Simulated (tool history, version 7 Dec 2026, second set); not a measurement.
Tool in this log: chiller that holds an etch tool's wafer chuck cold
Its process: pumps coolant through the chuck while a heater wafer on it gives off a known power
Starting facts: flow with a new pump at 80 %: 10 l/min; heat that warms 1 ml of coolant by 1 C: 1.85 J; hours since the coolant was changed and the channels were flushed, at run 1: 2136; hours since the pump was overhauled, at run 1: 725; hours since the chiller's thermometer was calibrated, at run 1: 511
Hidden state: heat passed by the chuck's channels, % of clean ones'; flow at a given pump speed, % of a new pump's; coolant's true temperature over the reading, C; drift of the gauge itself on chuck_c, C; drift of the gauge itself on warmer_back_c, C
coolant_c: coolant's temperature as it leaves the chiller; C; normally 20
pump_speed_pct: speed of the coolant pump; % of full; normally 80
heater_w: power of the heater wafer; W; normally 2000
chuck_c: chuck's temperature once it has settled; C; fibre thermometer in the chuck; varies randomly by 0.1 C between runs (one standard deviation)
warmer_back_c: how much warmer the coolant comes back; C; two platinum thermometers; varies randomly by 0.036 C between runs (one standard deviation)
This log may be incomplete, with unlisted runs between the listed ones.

run,hour,coolant_c,pump_speed_pct,heater_w,hours since the coolant was changed and the channels were flushed,hours since the pump was overhauled,hours since the chiller's thermometer was calibrated,chuck_c,warmer_back_c
1,0.0,20,80,2000,2136,725,511,42.6,6.58
2,92.8,20,80,2000,2229,818,603,42.6,6.64
3,150.3,20,80,2000,2286,875,661,42.8,6.60
4,214.8,20,80,2000,2351,940,725,42.7,6.57
5,277.2,20,80,2000,2413,1002,788,43.0,6.66
6,409.0,10,80,2000,2545,1134,920,33.0,6.67
7,538.4,20,80,2000,2674,1263,1049,43.2,6.71
8,615.2,20,74,2000,2751,1340,1126,44.7,7.23
9,688.7,20,74,2000,2825,1414,1199,44.7,7.34
10,795.5,20,86,2000,2932,1520,1306,42.1,6.17
11,850.2,20,80,1677,2986,1575,1361,39.5,5.66
12,913.8,20,80,1677,3050,1639,1424,39.5,5.63
13,1011.0,20,80,2556,3147,1736,1522,50.2,8.56
14,1138.6,20,80,2556,3275,1863,1649,50.4,8.57
15,1194.1,20,80,2000,3330,1919,1705,43.5,6.75
16,1247.2,20,80,2000,3383,1972,1758,43.8,6.82
17,1377.4,18,75,1651,3513,2102,1888,38.6,5.95
18,1485.2,12,80,2000,3621,2210,1996,36.0,6.77
# hour 1491.9: chiller's thermometer calibrated
19,1586.1,23,76,2000,3721,2310,94,48.2,7.22
20,1659.1,23,76,2000,3794,2383,167,48.1,7.22
# hour 1689.3: chiller's thermometer calibrated, once more
21,1718.1,28,74,2000,3852,2441,29,54.6,7.46
22,1819.7,27,67,2004,3954,2543,130,55.9,8.41
# hour 1926.6: coolant changed, channels flushed
23,1949.1,19,88,1579,22,2666,254,34.8,4.88
24,2058.4,14,100,1158,132,2775,363,24.5,3.05
25,2178.4,14,100,1158,252,2895,483,24.5,3.12
26,2268.9,14,100,1158,342,2986,574,24.8,3.13
27,2388.9,14,100,1158,462,3106,694,24.7,3.10
28,2497.6,14,100,1158,571,3214,802,24.5,3.12
29,2562.3,14,100,2640,636,3279,867,38.4,7.14
30,2626.4,14,100,2640,700,3343,931,38.6,7.10
31,2700.1,26,95,1254,773,3417,1005,38.1,3.59

Hidden state or all else? Some run-to-run changes of chuck_c, split into what the settings, what came in and random variation would give without the hidden state, and what is left for the hidden state (with any gauge scatter that isn't in both results):
Run 12 -> 13: heater_w 1677 -> 2556. chuck_c +10.7 C: hidden state +1.5, all else +9.2.
Run 18 -> 19: coolant_c 12 -> 23, pump_speed_pct 80 -> 76, chiller's thermometer calibrated. chuck_c +12.2 C: hidden state +0.2, all else +12.0.
Run 20 -> 21: coolant_c 23 -> 28, pump_speed_pct 76 -> 74, chiller's thermometer calibrated, once more. chuck_c +6.5 C: hidden state +1.0, all else +5.5.
Run 22 -> 23: coolant_c 27 -> 19, pump_speed_pct 67 -> 88, heater_w 2004 -> 1579, coolant changed, channels flushed. chuck_c -21.1 C: hidden state -4.3, all else -16.8.
Run 28 -> 29: heater_w 1158 -> 2640. chuck_c +13.9 C: hidden state +1.0, all else +12.9.
